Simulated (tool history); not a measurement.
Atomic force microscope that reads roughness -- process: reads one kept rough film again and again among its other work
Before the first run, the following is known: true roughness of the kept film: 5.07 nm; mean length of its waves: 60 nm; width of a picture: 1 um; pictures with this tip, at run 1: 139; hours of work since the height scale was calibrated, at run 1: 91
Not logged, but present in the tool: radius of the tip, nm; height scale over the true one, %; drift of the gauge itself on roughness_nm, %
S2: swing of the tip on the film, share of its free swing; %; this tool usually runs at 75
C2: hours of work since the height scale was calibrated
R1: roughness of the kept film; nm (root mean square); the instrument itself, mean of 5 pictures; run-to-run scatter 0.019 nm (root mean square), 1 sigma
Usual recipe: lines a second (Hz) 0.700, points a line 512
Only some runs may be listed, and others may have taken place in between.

Run 1, hour 0.0: usual settings; pictures with this tip 139; C2 91. Result: R1 4.351 nm (root mean square).
Run 2, hour 10.2: usual settings; pictures with this tip 154; C2 96. Result: R1 4.355 nm (root mean square).
Run 3, hour 19.0: usual settings; pictures with this tip 166; C2 100. Result: R1 4.353 nm (root mean square).
Run 4, hour 28.8: usual settings; pictures with this tip 180; C2 104. Result: R1 4.308 nm (root mean square).
Run 5, hour 36.1: usual settings; pictures with this tip 191; C2 107. Result: R1 4.289 nm (root mean square).
Run 6, hour 41.6: usual settings; pictures with this tip 199; C2 109. Result: R1 4.281 nm (root mean square).
Run 7, hour 50.1: usual settings; pictures with this tip 211; C2 113. Result: R1 4.253 nm (root mean square).
Run 8, hour 58.8: usual settings but points a line 289; pictures with this tip 223; C2 117. Result: R1 4.186 nm (root mean square).
Run 9, hour 64.5: usual settings; pictures with this tip 231; C2 119. Result: R1 4.203 nm (root mean square).
Run 10, hour 72.2: usual settings; pictures with this tip 242; C2 122. Result: R1 4.201 nm (root mean square).
Run 11, hour 78.2: usual settings; pictures with this tip 251; C2 125. Result: R1 4.178 nm (root mean square).
Run 12, hour 89.9: usual settings but lines a second (Hz) 1.293; pictures with this tip 267; C2 130. Result: R1 4.031 nm (root mean square).
Run 13, hour 96.2: usual settings but points a line 659; pictures with this tip 276; C2 133. Result: R1 4.153 nm (root mean square).
Run 14, hour 104.7: usual settings but points a line 659; pictures with this tip 288; C2 136. Result: R1 4.142 nm (root mean square).
Run 15, hour 114.1: usual settings but points a line 659; pictures with this tip 302; C2 140. Result: R1 4.103 nm (root mean square).
Run 16, hour 122.6: usual settings but points a line 659; pictures with this tip 314; C2 144. Result: R1 4.098 nm (root mean square).
Run 17, hour 129.2: usual settings but points a line 507; pictures with this tip 323; C2 147. Result: R1 4.031 nm (root mean square).
At hour 137.8: new tip fitted.
Run 18, hour 138.1: usual settings but lines a second (Hz) 3.516, points a line 507; pictures with this tip 0; C2 151. Result: R1 3.940 nm (root mean square).
Run 19, hour 146.9: usual settings but lines a second (Hz) 3.516, points a line 277; pictures with this tip 13; C2 154. Result: R1 3.944 nm (root mean square).
Run 20, hour 157.2: usual settings but lines a second (Hz) 3.516, points a line 277; pictures with this tip 27; C2 159. Result: R1 3.880 nm (root mean square).
Run 21, hour 167.4: usual settings but lines a second (Hz) 3.516, points a line 277; pictures with this tip 42; C2 163. Result: R1 3.899 nm (root mean square).
Run 22, hour 179.5: usual settings but lines a second (Hz) 3.516, points a line 277; pictures with this tip 59; C2 168. Result: R1 3.824 nm (root mean square).
Run 23, hour 189.1: usual settings but lines a second (Hz) 3.516, points a line 277; pictures with this tip 73; C2 172. Result: R1 3.849 nm (root mean square).
Run 24, hour 202.0: usual settings but S2 78 %; pictures with this tip 91; C2 178. Result: R1 4.440 nm (root mean square).
Run 25, hour 211.3: usual settings but lines a second (Hz) 0.869, S2 78 %; pictures with this tip 104; C2 182. Result: R1 4.344 nm (root mean square).
Run 26, hour 217.7: usual settings but points a line 624; pictures with this tip 114; C2 185. Result: R1 4.446 nm (root mean square).
Run 27, hour 227.1: usual settings but S2 59 %, points a line 330; pictures with this tip 127; C2 189. Result: R1 4.499 nm (root mean square).
Run 28, hour 236.0: usual settings but lines a second (Hz) 0.514, S2 62 %, points a line 519; pictures with this tip 139; C2 193. Result: R1 4.511 nm (root mean square).
Run 29, hour 248.6: usual settings but lines a second (Hz) 2.960, S2 59 %, points a line 289; pictures with this tip 157; C2 198. Result: R1 4.213 nm (root mean square).
Run 30, hour 260.2: usual settings but lines a second (Hz) 2.960, S2 59 %, points a line 289; pictures with this tip 174; C2 203. Result: R1 4.199 nm (root mean square).
Run 31, hour 270.2: usual settings but lines a second (Hz) 1.042, S2 64 %, points a line 289; pictures with this tip 188; C2 207. Result: R1 4.298 nm (root mean square).
At hour 271.7: height scale calibrated on a step standard.
Run 32, hour 279.9: usual settings but lines a second (Hz) 1.007, S2 64 %, points a line 289; pictures with this tip 201; C2 4. Result: R1 4.296 nm (root mean square).
Run 33, hour 289.7: usual settings but lines a second (Hz) 1.007, S2 64 %, points a line 289; pictures with this tip 215; C2 8. Result: R1 4.275 nm (root mean square).
At hour 293.1: height scale calibrated on a step standard, once more.
Run 34, hour 300.2: usual settings but lines a second (Hz) 1.007, S2 64 %, points a line 289; pictures with this tip 228; C2 3. Result: R1 4.212 nm (root mean square).
Run 35, hour 306.0: usual settings but lines a second (Hz) 1.173, S2 60 %, points a line 300; pictures with this tip 236; C2 6. Result: R1 4.245 nm (root mean square).
Run 36, hour 312.8: usual settings but lines a second (Hz) 0.504, S2 56 %; pictures with this tip 246; C2 8. Result: R1 4.285 nm (root mean square).
Run 37, hour 318.6: usual settings but lines a second (Hz) 0.504, S2 56 %; pictures with this tip 254; C2 11. Result: R1 4.301 nm (root mean square).

Run 38, settings as shown, results not yet in. Your forecast:
Run 38, hour 326.3: usual settings but lines a second (Hz) 0.504, S2 56 %; pictures with this tip 265; C2 14. Result: R1 ?.

R1: 4.294 nm (root mean square)
Take away the tool's hidden state, keep the run-to-run variation as it was, and the same run would have given R1 4.761 nm (root mean square).

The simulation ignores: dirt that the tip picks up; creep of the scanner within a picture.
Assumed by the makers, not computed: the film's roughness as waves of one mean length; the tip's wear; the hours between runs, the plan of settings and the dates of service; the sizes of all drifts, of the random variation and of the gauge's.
